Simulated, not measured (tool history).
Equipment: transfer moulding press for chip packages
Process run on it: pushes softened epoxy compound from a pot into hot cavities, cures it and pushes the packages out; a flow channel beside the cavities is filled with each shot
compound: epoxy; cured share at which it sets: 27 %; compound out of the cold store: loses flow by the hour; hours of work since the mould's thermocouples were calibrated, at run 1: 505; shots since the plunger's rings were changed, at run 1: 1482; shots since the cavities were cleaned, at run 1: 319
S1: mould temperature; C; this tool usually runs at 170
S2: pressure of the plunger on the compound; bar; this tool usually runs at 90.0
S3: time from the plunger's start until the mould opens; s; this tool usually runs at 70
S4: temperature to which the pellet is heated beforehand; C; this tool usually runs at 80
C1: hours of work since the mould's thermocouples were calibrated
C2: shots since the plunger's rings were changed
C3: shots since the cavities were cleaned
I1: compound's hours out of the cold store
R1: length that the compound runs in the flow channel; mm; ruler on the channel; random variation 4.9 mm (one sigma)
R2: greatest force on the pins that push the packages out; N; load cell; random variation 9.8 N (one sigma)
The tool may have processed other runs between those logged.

{"run": 1, "hour": 0.0, "S1": 170, "S2": 90.0, "S3": 70, "S4": 80, "C1": 505, "C2": 1482, "C3": 319, "I1": 37.3, "R1": 667, "R2": 610}
{"hour": 12.7, "done": "cavities cleaned with cleaning compound and waxed"}
{"hour": 46.9, "done": "cavities cleaned with cleaning compound and waxed"}
{"run": 2, "hour": 47.0, "S1": 170, "S2": 90.0, "S3": 70, "S4": 80, "C1": 535, "C2": 2192, "C3": 2, "I1": 19.3, "R1": 752, "R2": 483}
{"hour": 56.1, "done": "mould's thermocouples calibrated"}
{"hour": 82.8, "done": "cavities cleaned with cleaning compound and waxed"}
{"run": 3, "hour": 85.5, "S1": 170, "S2": 90.0, "S3": 70, "S4": 80, "C1": 20, "C2": 2757, "C3": 44, "I1": 8.2, "R1": 791, "R2": 519}
{"hour": 114.8, "done": "cavities cleaned with cleaning compound and waxed"}
{"run": 4, "hour": 139.9, "S1": 164, "S2": 90.0, "S3": 70, "S4": 80, "C1": 57, "C2": 3609, "C3": 404, "I1": 44.1, "R1": 630, "R2": 877}
{"hour": 147.5, "done": "cavities cleaned with cleaning compound and waxed"}
{"hour": 178.1, "done": "cavities cleaned with cleaning compound and waxed"}
{"run": 5, "hour": 178.1, "S1": 164, "S2": 90.0, "S3": 70, "S4": 80, "C1": 81, "C2": 4177, "C3": 0, "I1": 29.2, "R1": 691, "R2": 693}
{"hour": 200.7, "done": "plunger's sealing rings changed"}
{"hour": 211.0, "done": "cavities cleaned with cleaning compound and waxed"}
{"run": 6, "hour": 235.9, "S1": 164, "S2": 90.0, "S3": 70, "S4": 80, "C1": 119, "C2": 544, "C3": 401, "I1": 28.3, "R1": 744, "R2": 923}
{"hour": 245.7, "done": "cavities cleaned with cleaning compound and waxed"}
{"hour": 280.4, "done": "cavities cleaned with cleaning compound and waxed"}
{"run": 7, "hour": 283.4, "S1": 164, "S2": 90.0, "S3": 70, "S4": 80, "C1": 151, "C2": 1262, "C3": 49, "I1": 35.3, "R1": 702, "R2": 688}
{"hour": 314.5, "done": "cavities cleaned with cleaning compound and waxed"}
{"run": 8, "hour": 335.1, "S1": 164, "S2": 90.0, "S3": 70, "S4": 80, "C1": 186, "C2": 2071, "C3": 332, "I1": 26.3, "R1": 729, "R2": 924}
{"hour": 344.9, "done": "cavities cleaned with cleaning compound and waxed"}
{"hour": 375.8, "done": "cavities cleaned with cleaning compound and waxed"}
{"run": 9, "hour": 375.8, "S1": 170, "S2": 90.0, "S3": 70, "S4": 80, "C1": 212, "C2": 2679, "C3": 0, "I1": 18.2, "R1": 722, "R2": 478}
{"hour": 407.6, "done": "cavities cleaned with cleaning compound and waxed"}
{"run": 10, "hour": 407.6, "S1": 170, "S2": 90.0, "S3": 70, "S4": 80, "C1": 233, "C2": 3167, "C3": 0, "I1": 8.3, "R1": 781, "R2": 484}
{"run": 11, "hour": 433.6, "S1": 170, "S2": 90.0, "S3": 70, "S4": 80, "C1": 252, "C2": 3587, "C3": 420, "I1": 38.6, "R1": 636, "R2": 639}
{"hour": 438.5, "done": "cavities cleaned with cleaning compound and waxed"}
{"run": 12, "hour": 459.1, "S1": 170, "S2": 90.0, "S3": 70, "S4": 80, "C1": 269, "C2": 3975, "C3": 333, "I1": 45.7, "R1": 609, "R2": 660}
{"hour": 472.5, "done": "cavities cleaned with cleaning compound and waxed"}
{"hour": 497.7, "done": "plunger's sealing rings changed"}
{"hour": 508.5, "done": "cavities cleaned with cleaning compound and waxed"}
{"run": 13, "hour": 521.2, "S1": 172, "S2": 109.2, "S3": 83, "S4": 80, "C1": 308, "C2": 356, "C3": 206, "I1": 14.0, "R1": 868, "R2": 501}
{"hour": 541.6, "done": "cavities cleaned with cleaning compound and waxed"}
{"run": 14, "hour": 557.7, "S1": 172, "S2": 109.2, "S3": 83, "S4": 80, "C1": 333, "C2": 919, "C3": 258, "I1": 43.6, "R1": 703, "R2": 492}
{"hour": 574.0, "done": "cavities cleaned with cleaning compound and waxed"}
{"hour": 604.8, "done": "cavities cleaned with cleaning compound and waxed"}
{"run": 15, "hour": 618.0, "S1": 164, "S2": 70.2, "S3": 70, "S4": 80, "C1": 373, "C2": 1844, "C3": 213, "I1": 13.2, "R1": 705, "R2": 950}
{"hour": 637.4, "done": "cavities cleaned with cleaning compound and waxed"}
{"hour": 669.0, "done": "cavities cleaned with cleaning compound and waxed"}
{"run": 16, "hour": 679.6, "S1": 164, "S2": 70.2, "S3": 70, "S4": 80, "C1": 414, "C2": 2790, "C3": 171, "I1": 16.1, "R1": 684, "R2": 862}
{"hour": 699.7, "done": "cavities cleaned with cleaning compound and waxed"}
{"hour": 730.1, "done": "cavities cleaned with cleaning compound and waxed"}
{"run": 17, "hour": 730.1, "S1": 169, "S2": 79.6, "S3": 70, "S4": 80, "C1": 448, "C2": 3555, "C3": 0, "I1": 41.8, "R1": 595, "R2": 476}
{"hour": 761.2, "done": "cavities cleaned with cleaning compound and waxed"}
{"run": 18, "hour": 763.7, "S1": 170, "S2": 90.0, "S3": 89, "S4": 89, "C1": 470, "C2": 4073, "C3": 41, "I1": 40.4, "R1": 625, "R2": 420}
{"hour": 794.3, "done": "plunger's sealing rings changed"}
{"hour": 795.8, "done": "cavities cleaned with cleaning compound and waxed"}
{"run": 19, "hour": 802.4, "S1": 163, "S2": 90.0, "S3": 74, "S4": 85, "C1": 495, "C2": 105, "C3": 105, "I1": 47.7, "R1": 655, "R2": 682}
{"hour": 829.3, "done": "cavities cleaned with cleaning compound and waxed"}
{"run": 20, "hour": 833.7, "S1": 166, "S2": 68.1, "S3": 74, "S4": 73, "C1": 516, "C2": 587, "C3": 71, "I1": 15.9, "R1": 691, "R2": 618}
{"hour": 862.1, "done": "cavities cleaned with cleaning compound and waxed"}
{"hour": 871.8, "done": "mould's thermocouples calibrated"}
{"hour": 895.9, "done": "cavities cleaned with cleaning compound and waxed"}
{"run": 21, "hour": 896.1, "S1": 166, "S2": 68.1, "S3": 74, "S4": 73, "C1": 16, "C2": 1512, "C3": 3, "I1": 43.5, "R1": 568, "R2": 498}
{"hour": 929.2, "done": "cavities cleaned with cleaning compound and waxed"}
{"run": 22, "hour": 949.2, "S1": 170, "S2": 90.0, "S3": 62, "S4": 73, "C1": 52, "C2": 2344, "C3": 322, "I1": 20.3, "R1": 731, "R2": 858}
{"hour": 962.0, "done": "cavities cleaned with cleaning compound and waxed"}
{"hour": 993.3, "done": "cavities cleaned with cleaning compound and waxed"}
{"run": 23, "hour": 1006.4, "S1": 167, "S2": 86.3, "S3": 70, "S4": 80, "C1": 90, "C2": 3219, "C3": 211, "I1": 10.6, "R1": 766, "R2": 751}
{"hour": 1028.5, "done": "cavities cleaned with cleaning compound and waxed"}
{"run": 24, "hour": 1040.8, "S1": 167, "S2": 86.3, "S3": 70, "S4": 80, "C1": 113, "C2": 3750, "C3": 199, "I1": 46.0, "R1": 597, "R2": 623}

Same runs, no hidden state in the tool, same run-to-run variation:
Hidden state present: true mould temperature over the reading, C; pressure that reaches the compound, % of what is set; grip of the stained cavities, % over clean ones'; drift of the gauge itself on flow_mm, %; drift of the gauge itself on push_out_n, %.
run=1 R1=682 R2=437
run=2 R1=777 R2=461
run=3 R1=828 R2=486
run=4 R1=669 R2=623
run=5 R1=741 R2=686
run=6 R1=751 R2=641
run=7 R1=716 R2=647
run=8 R1=753 R2=673
run=9 R1=753 R2=467
run=10 R1=822 R2=481
run=11 R1=676 R2=435
run=12 R1=651 R2=469
run=13 R1=873 R2=399
run=14 R1=714 R2=374
run=15 R1=726 R2=715
run=16 R1=716 R2=683
run=17 R1=632 R2=464
run=18 R1=670 R2=389
run=19 R1=656 R2=581
run=20 R1=697 R2=540
run=21 R1=583 R2=489
run=22 R1=760 R2=609
run=23 R1=808 R2=581
run=24 R1=636 R2=489
